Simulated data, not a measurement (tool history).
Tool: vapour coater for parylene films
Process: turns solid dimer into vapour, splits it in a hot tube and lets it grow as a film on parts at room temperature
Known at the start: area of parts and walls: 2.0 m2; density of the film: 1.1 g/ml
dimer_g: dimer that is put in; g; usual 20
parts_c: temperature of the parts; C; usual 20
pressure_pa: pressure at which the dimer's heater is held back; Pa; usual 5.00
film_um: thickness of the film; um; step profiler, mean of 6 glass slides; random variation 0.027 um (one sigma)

run     day  dimer_g  parts_c  pressure_pa  film_um
  1   0.000       20       20         5.00     4.93
  2   1.075       20       20         5.00     4.95
  3   1.933       20       20         6.60     4.76
  4   2.542       20       20         5.00     4.93
  5   3.171       20       20         5.00     4.94
  6   3.696       20       20         5.00     4.92
  7   4.788       20       20         5.00     4.92
  8   5.867       20       20         5.00     4.93
  9   6.550       20       16        11.42     4.72
 10   7.421       20       16        11.42     4.76
 11   8.525        8       20         6.12     1.89
 12   9.379        8       20         6.12     1.92
 13  10.179       20       21         4.18     5.00
 14  11.171       26       22        11.20     5.58
 15  12.162       21       22        10.23     4.61
     12.650  -- trap's valve overhauled
 16  13.079       21       22        10.23     4.62

4 ways to go on from here, each from the tool as it stands after run 16. What would each give?
  A  13.750       15       13         9.40        ?
  B  13.750       23       32         5.09        ?
  C  13.750       14       21         9.99        ?
  D  13.750       32       20         2.81        ?

run  film_um
  A     3.95
  B     4.62
  C     3.12
  D     8.71
Without the tool's hidden state the same runs would have given:
run  film_um
  A     3.87
  B     4.53
  C     3.05
  D     8.53
